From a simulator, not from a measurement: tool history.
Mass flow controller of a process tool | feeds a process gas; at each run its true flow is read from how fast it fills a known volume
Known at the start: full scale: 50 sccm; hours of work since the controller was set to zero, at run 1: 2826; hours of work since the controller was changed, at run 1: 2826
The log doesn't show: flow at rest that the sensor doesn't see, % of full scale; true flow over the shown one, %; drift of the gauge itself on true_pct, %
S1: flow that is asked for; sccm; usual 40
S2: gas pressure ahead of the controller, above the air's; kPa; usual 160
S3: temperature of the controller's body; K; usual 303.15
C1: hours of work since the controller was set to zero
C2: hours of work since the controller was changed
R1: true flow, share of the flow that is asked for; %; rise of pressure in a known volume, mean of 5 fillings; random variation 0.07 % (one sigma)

run 1 hour=0.0 | S1=40 S2=160 S3=303.15 | C1=2826 C2=2826 | R1=98.25
run 2 hour=261.5 | S1=40 S2=160 S3=301.15 | C1=3014 C2=3014 | R1=98.08
run 3 hour=481.6 | S1=40 S2=160 S3=301.15 | C1=3172 C2=3172 | R1=98.13
run 4 hour=698.8 | S1=40 S2=160 S3=301.15 | C1=3328 C2=3328 | R1=98.11
run 5 hour=953.5 | S1=40 S2=160 S3=301.15 | C1=3511 C2=3511 | R1=97.96
run 6 hour=1175.7 | S1=40 S2=160 S3=303.15 | C1=3671 C2=3671 | R1=97.85
run 7 hour=1389.8 | S1=40 S2=160 S3=303.15 | C1=3825 C2=3825 | R1=97.94
run 8 hour=1531.5 | S1=40 S2=160 S3=303.15 | C1=3926 C2=3926 | R1=97.88
run 9 hour=1666.1 | S1=40 S2=160 S3=303.15 | C1=4023 C2=4023 | R1=97.71
-- hour=1819.1 controller's zero set anew
run 10 hour=1864.9 | S1=40 S2=160 S3=303.15 | C1=33 C2=4165 | R1=98.57
run 11 hour=2083.3 | S1=12 S2=160 S3=298.15 | C1=190 C2=4322 | R1=96.72
run 12 hour=2238.5 | S1=12 S2=183 S3=298.15 | C1=301 C2=4434 | R1=96.88
run 13 hour=2368.2 | S1=40 S2=152 S3=302.15 | C1=394 C2=4527 | R1=98.39
run 14 hour=2496.2 | S1=40 S2=152 S3=302.15 | C1=486 C2=4619 | R1=98.26

Forecast each of these 3 alternatives for the next run:
run A hour=2647.8 | S1=15 S2=265 S3=312.15 | C1=595 C2=4728 | R1=?
run B hour=2647.8 | S1=15 S2=258 S3=302.15 | C1=595 C2=4728 | R1=?
run C hour=2647.8 | S1=7 S2=152 S3=310.15 | C1=595 C2=4728 | R1=?

run=A R1=96.71
run=B R1=96.93
run=C R1=95.53
Without the tool's hidden state the same runs would have given:
run=A R1=97.91
run=B R1=98.12
run=C R1=97.25
